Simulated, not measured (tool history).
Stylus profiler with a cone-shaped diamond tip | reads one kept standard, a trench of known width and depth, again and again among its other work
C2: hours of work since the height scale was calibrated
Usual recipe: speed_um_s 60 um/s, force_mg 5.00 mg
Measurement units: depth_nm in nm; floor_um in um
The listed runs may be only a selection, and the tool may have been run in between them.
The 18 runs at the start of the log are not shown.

{"run": 19, "day": 42.938, "speed_um_s": 36, "force_mg": 5.0, "scans with this tip": 2092, "C2": 176, "depth_nm": 509.36, "floor_um": 96.57}
{"run": 20, "day": 45.533, "speed_um_s": 36, "force_mg": 5.0, "scans with this tip": 2583, "C2": 217, "depth_nm": 508.99, "floor_um": 96.45}
{"run": 21, "day": 48.712, "speed_um_s": 171, "force_mg": 5.0, "scans with this tip": 3184, "C2": 268, "depth_nm": 509.1, "floor_um": 95.95}
{"run": 22, "day": 50.971, "speed_um_s": 86, "force_mg": 1.78, "scans with this tip": 3611, "C2": 304, "depth_nm": 504.16, "floor_um": 96.02}
{"run": 23, "day": 52.646, "speed_um_s": 22, "force_mg": 13.75, "scans with this tip": 3928, "C2": 331, "depth_nm": 518.02, "floor_um": 96.44}
{"run": 24, "day": 54.267, "speed_um_s": 60, "force_mg": 8.98, "scans with this tip": 4234, "C2": 356, "depth_nm": 513.61, "floor_um": 96.28}
{"run": 25, "day": 57.558, "speed_um_s": 51, "force_mg": 2.2, "scans with this tip": 4856, "C2": 409, "depth_nm": 504.91, "floor_um": 96.14}
{"run": 26, "day": 59.25, "speed_um_s": 46, "force_mg": 5.0, "scans with this tip": 5176, "C2": 436, "depth_nm": 508.65, "floor_um": 96.15}
{"run": 27, "day": 61.692, "speed_um_s": 62, "force_mg": 13.53, "scans with this tip": 5639, "C2": 475, "depth_nm": 517.61, "floor_um": 96.13}
{"run": 28, "day": 64.304, "speed_um_s": 55, "force_mg": 5.0, "scans with this tip": 6132, "C2": 516, "depth_nm": 508.65, "floor_um": 95.97}
{"run": 29, "day": 67.05, "speed_um_s": 174, "force_mg": 4.02, "scans with this tip": 6652, "C2": 560, "depth_nm": 507.14, "floor_um": 95.46}
{"run": 30, "day": 69.138, "speed_um_s": 64, "force_mg": 11.12, "scans with this tip": 7046, "C2": 593, "depth_nm": 515.22, "floor_um": 95.93}
{"run": 31, "day": 70.679, "speed_um_s": 64, "force_mg": 11.12, "scans with this tip": 7338, "C2": 618, "depth_nm": 515.26, "floor_um": 95.95}
{"run": 32, "day": 72.671, "speed_um_s": 64, "force_mg": 11.12, "scans with this tip": 7714, "C2": 649, "depth_nm": 515.09, "floor_um": 95.89}
{"run": 33, "day": 74.588, "speed_um_s": 16, "force_mg": 14.69, "scans with this tip": 8077, "C2": 680, "depth_nm": 518.08, "floor_um": 96.0}
{"run": 34, "day": 77.038, "speed_um_s": 22, "force_mg": 2.13, "scans with this tip": 8541, "C2": 719, "depth_nm": 504.25, "floor_um": 95.76}
{"run": 35, "day": 79.125, "speed_um_s": 31, "force_mg": 5.09, "scans with this tip": 8935, "C2": 752, "depth_nm": 508.65, "floor_um": 95.84}
{"run": 36, "day": 80.508, "speed_um_s": 64, "force_mg": 4.68, "scans with this tip": 9197, "C2": 774, "depth_nm": 507.78, "floor_um": 95.68}

What if the next run were any one of these 4? Each begins from the tool's condition after run 36:
{"run": "A", "day": 82.85, "speed_um_s": 64, "force_mg": 5.48, "scans with this tip": 9640, "C2": 811, "depth_nm": "?", "floor_um": "?"}
{"run": "B", "day": 82.85, "speed_um_s": 33, "force_mg": 5.06, "scans with this tip": 9640, "C2": 811, "depth_nm": "?", "floor_um": "?"}
{"run": "C", "day": 82.85, "speed_um_s": 231, "force_mg": 5.0, "scans with this tip": 9640, "C2": 811, "depth_nm": "?", "floor_um": "?"}
{"run": "D", "day": 82.85, "speed_um_s": 64, "force_mg": 13.45, "scans with this tip": 9640, "C2": 811, "depth_nm": "?", "floor_um": "?"}

run=A depth_nm=508.95 floor_um=95.66
run=B depth_nm=508.16 floor_um=95.76
run=C depth_nm=507.99 floor_um=95.00
run=D depth_nm=516.80 floor_um=95.70
With the hidden condition removed and each run's random variation left untouched, the same runs would have given:
run=A depth_nm=510.15 floor_um=96.79
run=B depth_nm=509.36 floor_um=96.89
run=C depth_nm=509.19 floor_um=96.13
run=D depth_nm=518.02 floor_um=96.83
